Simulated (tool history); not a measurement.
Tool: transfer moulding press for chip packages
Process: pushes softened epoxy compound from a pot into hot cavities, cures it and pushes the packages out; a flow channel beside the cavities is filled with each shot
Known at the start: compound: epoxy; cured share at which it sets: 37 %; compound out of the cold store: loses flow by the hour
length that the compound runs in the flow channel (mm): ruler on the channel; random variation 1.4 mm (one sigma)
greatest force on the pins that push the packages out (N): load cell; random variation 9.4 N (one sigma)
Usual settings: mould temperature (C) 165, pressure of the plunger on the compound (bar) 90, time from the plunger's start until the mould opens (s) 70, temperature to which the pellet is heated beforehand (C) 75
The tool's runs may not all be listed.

run     day  mould temperature (C)  pressure of the plunger on the compound (bar)  time from the plunger's start until the mould opens (s)  temperature to which the pellet is heated beforehand (C)  incoming compound's hours out of the cold store  length that the compound runs in the flow channel (mm)  greatest force on the pins that push the packages out (N)
  1       0                    165                                             90                                                       70                                                        75                                             22.3                                                     743                                                        428
  2   1.846                    165                                             90                                                       70                                                        75                                             47.1                                                     674                                                        418
      2.808  -- cavities cleaned with cleaning compound and waxed
  3   3.546                    165                                             90                                                       70                                                        75                                               44                                                     678                                                        431
      6.388  -- cavities cleaned with cleaning compound and waxed
  4   7.642                    165                                             90                                                       70                                                        75                                             47.2                                                     670                                                        414
      9.904  -- cavities cleaned with cleaning compound and waxed
  5   9.938                    159                                             90                                                       70                                                        75                                             13.7                                                     797                                                        597
     10.371  -- mould's thermocouples calibrated
     12.171  -- plunger's sealing rings changed
  6  12.821                    159                                             90                                                       70                                                        75                                             29.9                                                     745                                                        592
     13.783  -- cavities cleaned with cleaning compound and waxed
  7  16.067                    164                                             90                                                       70                                                        75                                              8.5                                                     795                                                        439
     17.492  -- cavities cleaned with cleaning compound and waxed
  8   18.55                    164                                             90                                                       70                                                        75                                               10                                                     788                                                        453
     21.192  -- cavities cleaned with cleaning compound and waxed
  9  21.725                    172                                             90                                                       70                                                        75                                             29.4                                                     698                                                        399
     24.825  -- cavities cleaned with cleaning compound and waxed
 10  25.354                    172                                             90                                                       70                                                        75                                             17.5                                                     734                                                        373
     28.575  -- plunger's sealing rings changed
     28.638  -- cavities cleaned with cleaning compound and waxed
 11  28.654                    172                                             90                                                       70                                                        75                                             28.7                                                     698                                                        380
     32.233  -- cavities cleaned with cleaning compound and waxed
 12  32.342                    172                                             90                                                       70                                                        75                                             20.1                                                     727                                                        382
     35.933  -- cavities cleaned with cleaning compound and waxed
 13  36.104                    172                                             90                                                       70                                                        75                                             17.7                                                     730                                                        386
 14  38.304                    172                                             90                                                       70                                                        75                                             24.1                                                     712                                                        376
     39.683  -- cavities cleaned with cleaning compound and waxed
 15  40.792                    164                                             90                                                       86                                                        75                                               36                                                     706                                                        373
 16  42.508                    159                                           77.9                                                       70                                                        74                                               37                                                     671                                                        590
     43.233  -- cavities cleaned with cleaning compound and waxed
     45.221  -- plunger's sealing rings changed
 17  46.367                    159                                           77.9                                                       70                                                        74                                             42.7                                                     656                                                        544
     46.962  -- cavities cleaned with cleaning compound and waxed
 18    49.9                    159                                           77.9                                                       70                                                        74                                             33.6                                                     682                                                        583
     50.454  -- cavities cleaned with cleaning compound and waxed
 19  52.679                    172                                           77.9                                                       70                                                        74                                             23.3                                                     665                                                        391
     53.108  -- mould's thermocouples calibrated
     54.117  -- cavities cleaned with cleaning compound and waxed
 20  55.562                    169                                           96.7                                                       69                                                        70                                             47.1                                                     681                                                        393
     57.812  -- cavities cleaned with cleaning compound and waxed
 21  59.554                    163                                             90                                                       70                                                        79                                             25.2                                                     742                                                        451
     61.533  -- cavities cleaned with cleaning compound and waxed
     61.862  -- plunger's sealing rings changed
 22  62.354                    162                                           95.8                                                       70                                                        79                                             43.5                                                     712                                                        472
 23  64.167                    172                                           77.2                                                       81                                                        75                                             13.3                                                     689                                                        383
     65.279  -- cavities cleaned with cleaning compound and waxed
 24  68.083                    172                                           77.2                                                       81                                                        75                                             13.5                                                     689                                                        370
     68.975  -- cavities cleaned with cleaning compound and waxed
 25  71.308                    158                                           76.4                                                       79                                                        73                                             35.3                                                     674                                                        514

Forecast each of these 4 alternatives for the next run:
     72.475  -- cavities cleaned with cleaning compound and waxed
  A  75.333                    158                                           76.4                                                       79                                                        78                                             29.2                                                       ?                                                          ?
     72.475  -- cavities cleaned with cleaning compound and waxed
  B  75.333                    165                                             90                                                       66                                                        78                                               26                                                       ?                                                          ?
     72.475  -- cavities cleaned with cleaning compound and waxed
  C  75.333                    165                                             90                                                       86                                                        75                                             27.1                                                       ?                                                          ?
     72.475  -- cavities cleaned with cleaning compound and waxed
  D  75.333                    158                                           76.4                                                       83                                                        73                                             43.7                                                       ?                                                          ?

run  length that the compound runs in the flow channel (mm)  greatest force on the pins that push the packages out (N)
  A                                                     690                                                        504
  B                                                     730                                                        455
  C                                                     730                                                        371
  D                                                     650                                                        444
Without the tool's hidden state the same runs would have given:
run  length that the compound runs in the flow channel (mm)  greatest force on the pins that push the packages out (N)
  A                                                     691                                                        500
  B                                                     730                                                        451
  C                                                     730                                                        368
  D                                                     650                                                        441
